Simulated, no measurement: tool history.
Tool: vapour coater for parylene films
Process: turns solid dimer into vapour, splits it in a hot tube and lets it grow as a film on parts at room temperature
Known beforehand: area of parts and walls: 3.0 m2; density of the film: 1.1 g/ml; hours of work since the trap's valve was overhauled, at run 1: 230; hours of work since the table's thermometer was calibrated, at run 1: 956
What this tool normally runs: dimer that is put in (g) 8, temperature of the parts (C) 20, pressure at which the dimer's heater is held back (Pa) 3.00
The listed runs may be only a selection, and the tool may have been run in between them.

run	hour	dimer that is put in (g)	temperature of the parts (C)	pressure at which the dimer's heater is held back (Pa)	hours of work since the trap's valve was overhauled	hours of work since the table's thermometer was calibrated	thickness of the film (µm)
1	0.0	8	20	3.00	230	956	1.77
2	34.4	8	20	3.00	255	980	1.78
3	95.4	6	20	3.00	298	1024	1.34
4	140.5	6	20	3.00	330	1056	1.29
5	197.6	6	20	3.00	371	1096	1.32
6	264.5	6	20	3.00	418	1144	1.26
# hour 271.0: table's thermometer calibrated
7	325.1	6	20	3.00	460	38	1.29
8	375.4	6	13	6.25	496	74	1.61
9	404.0	5	15	3.00	516	94	1.30
10	436.4	4	12	3.00	539	117	1.05
11	487.2	4	12	2.34	575	153	1.07
12	523.3	4	29	11.79	601	179	0.50

3 ways to go on from here, each from the tool as it stands after run 12. What would each give?
# hour 576.3: table's thermometer calibrated, once more
# hour 590.0: trap's valve overhauled
A	596.6	8	19	3.73	5	12	?
# hour 576.3: table's thermometer calibrated, once more
# hour 590.0: trap's valve overhauled
B	596.6	4	16	11.79	5	12	?
# hour 576.3: table's thermometer calibrated, once more
# hour 590.0: trap's valve overhauled
C	596.6	5	25	4.66	5	12	?

run	thickness of the film (µm)
A	1.93
B	1.00
C	0.89
Without the tool's unlogged condition, the same runs would have read:
run	thickness of the film (µm)
A	1.93
B	1.00
C	0.89

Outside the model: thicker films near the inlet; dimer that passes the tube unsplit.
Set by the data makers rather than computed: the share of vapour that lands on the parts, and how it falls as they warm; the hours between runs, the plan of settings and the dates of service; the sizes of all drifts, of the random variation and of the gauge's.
